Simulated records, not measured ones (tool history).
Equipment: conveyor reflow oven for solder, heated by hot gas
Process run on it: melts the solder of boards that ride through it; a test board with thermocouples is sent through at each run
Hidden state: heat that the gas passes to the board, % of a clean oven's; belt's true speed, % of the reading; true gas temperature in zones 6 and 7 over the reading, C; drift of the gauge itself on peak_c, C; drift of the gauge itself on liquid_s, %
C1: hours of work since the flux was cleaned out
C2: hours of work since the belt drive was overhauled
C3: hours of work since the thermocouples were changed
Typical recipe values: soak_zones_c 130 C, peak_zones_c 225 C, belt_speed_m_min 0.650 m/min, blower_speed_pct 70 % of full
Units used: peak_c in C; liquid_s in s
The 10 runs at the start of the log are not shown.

Run 11, hour 55.2: usual settings but peak_zones_c 224 C, belt_speed_m_min 0.626 m/min; C1 83; C2 71; C3 385. Result: peak_c 204.8 C, liquid_s 42.4 s.
Run 12, hour 63.4: usual settings but peak_zones_c 224 C, belt_speed_m_min 0.626 m/min; C1 88; C2 76; C3 390. Result: peak_c 204.4 C, liquid_s 42.0 s.
Run 13, hour 69.7: usual settings but peak_zones_c 224 C, belt_speed_m_min 0.677 m/min; C1 92; C2 80; C3 393. Result: peak_c 202.0 C, liquid_s 34.7 s.
Run 14, hour 76.8: usual settings but peak_zones_c 224 C, belt_speed_m_min 0.677 m/min; C1 96; C2 84; C3 397. Result: peak_c 202.0 C, liquid_s 35.2 s.
Run 15, hour 86.0: usual settings but peak_zones_c 224 C, belt_speed_m_min 0.677 m/min; C1 101; C2 89; C3 403. Result: peak_c 201.5 C, liquid_s 35.2 s.
Run 16, hour 92.9: usual settings but peak_zones_c 224 C, belt_speed_m_min 0.677 m/min; C1 105; C2 93; C3 407. Result: peak_c 201.6 C, liquid_s 35.2 s.
Run 17, hour 99.6: usual settings but soak_zones_c 129 C, peak_zones_c 218 C, belt_speed_m_min 0.733 m/min, blower_speed_pct 57 % of full; C1 109; C2 97; C3 411. Result: peak_c 191.1 C, liquid_s 14.5 s.
Run 18, hour 105.7: usual settings but soak_zones_c 129 C, peak_zones_c 218 C, belt_speed_m_min 0.733 m/min, blower_speed_pct 57 % of full; C1 113; C2 101; C3 414. Result: peak_c 190.2 C, liquid_s 15.1 s.
Run 19, hour 110.3: usual settings but soak_zones_c 129 C, peak_zones_c 218 C, belt_speed_m_min 0.733 m/min, blower_speed_pct 57 % of full; C1 115; C2 103; C3 417. Result: peak_c 190.3 C, liquid_s 14.3 s.
Run 20, hour 117.4: usual settings but soak_zones_c 129 C, peak_zones_c 218 C, belt_speed_m_min 0.733 m/min, blower_speed_pct 57 % of full; C1 119; C2 108; C3 421. Result: peak_c 190.3 C, liquid_s 14.7 s.
Run 21, hour 122.2: usual settings but soak_zones_c 129 C, peak_zones_c 218 C, belt_speed_m_min 0.733 m/min, blower_speed_pct 57 % of full; C1 122; C2 110; C3 424. Result: peak_c 190.0 C, liquid_s 14.3 s.
At hour 127.0: belt drive overhauled, speed set with a stopwatch.
Run 22, hour 135.3: usual settings but soak_zones_c 129 C, peak_zones_c 218 C, belt_speed_m_min 0.733 m/min, blower_speed_pct 57 % of full; C1 128; C2 5; C3 429. Result: peak_c 191.0 C, liquid_s 15.0 s.
Run 23, hour 141.4: usual settings but soak_zones_c 129 C, peak_zones_c 218 C, belt_speed_m_min 0.733 m/min, blower_speed_pct 87 % of full; C1 131; C2 8; C3 433. Result: peak_c 197.6 C, liquid_s 27.6 s.
At hour 149.4: belt drive overhauled, speed set with a stopwatch, once more.
Run 24, hour 154.3: usual settings but soak_zones_c 129 C, peak_zones_c 218 C, belt_speed_m_min 0.733 m/min, blower_speed_pct 87 % of full; C1 136; C2 3; C3 438. Result: peak_c 197.0 C, liquid_s 27.4 s.
Run 25, hour 161.1: usual settings but soak_zones_c 129 C, peak_zones_c 222 C, belt_speed_m_min 0.733 m/min; C1 140; C2 7; C3 442. Result: peak_c 196.6 C, liquid_s 24.3 s.
Run 26, hour 167.4: usual settings but soak_zones_c 129 C, peak_zones_c 222 C, belt_speed_m_min 0.733 m/min; C1 144; C2 10; C3 445. Result: peak_c 197.1 C, liquid_s 24.1 s.
Run 27, hour 173.7: usual settings but soak_zones_c 129 C, peak_zones_c 222 C, belt_speed_m_min 0.733 m/min; C1 148; C2 14; C3 449. Result: peak_c 197.2 C, liquid_s 25.1 s.
Run 28, hour 180.2: usual settings but soak_zones_c 129 C, peak_zones_c 222 C, belt_speed_m_min 0.733 m/min; C1 151; C2 18; C3 453. Result: peak_c 196.5 C, liquid_s 24.9 s.
Run 29, hour 189.1: usual settings but soak_zones_c 129 C, peak_zones_c 222 C, belt_speed_m_min 0.733 m/min; C1 156; C2 23; C3 458. Result: peak_c 197.0 C, liquid_s 24.4 s.
Run 30, hour 195.6: usual settings but soak_zones_c 129 C, peak_zones_c 222 C, belt_speed_m_min 0.733 m/min; C1 160; C2 27; C3 462. Result: peak_c 196.6 C, liquid_s 25.1 s.
Run 31, hour 199.6: usual settings but soak_zones_c 129 C, peak_zones_c 222 C, belt_speed_m_min 0.733 m/min; C1 163; C2 29; C3 464. Result: peak_c 197.0 C, liquid_s 25.1 s.

Consider 4 possible next runs. They are alternatives, not a sequence: every one starts from the tool as it was left by run 31. What does each give?
Run A, hour 204.6: usual settings but soak_zones_c 140 C, peak_zones_c 220 C; C1 165; C2 32; C3 467. Result: peak_c ?, liquid_s ?.
Run B, hour 204.6: usual settings but soak_zones_c 143 C, belt_speed_m_min 0.604 m/min, blower_speed_pct 80 % of full; C1 165; C2 32; C3 467. Result: peak_c ?, liquid_s ?.
Run C, hour 204.6: usual settings but soak_zones_c 141 C; C1 165; C2 32; C3 467. Result: peak_c ?, liquid_s ?.
Run D, hour 204.6: usual settings but soak_zones_c 129 C, peak_zones_c 222 C, belt_speed_m_min 0.741 m/min, blower_speed_pct 50 % of full; C1 165; C2 32; C3 467. Result: peak_c ?, liquid_s ?.

run  peak_c  liquid_s
  A   202.2      40.6
  B   210.6      56.5
  C   206.5      45.6
  D   190.1      12.3
With the hidden condition removed and each run's random variation left untouched, the same runs would have given:
run  peak_c  liquid_s
  A   202.0      40.5
  B   210.3      56.3
  C   206.3      45.5
  D   190.0      12.3

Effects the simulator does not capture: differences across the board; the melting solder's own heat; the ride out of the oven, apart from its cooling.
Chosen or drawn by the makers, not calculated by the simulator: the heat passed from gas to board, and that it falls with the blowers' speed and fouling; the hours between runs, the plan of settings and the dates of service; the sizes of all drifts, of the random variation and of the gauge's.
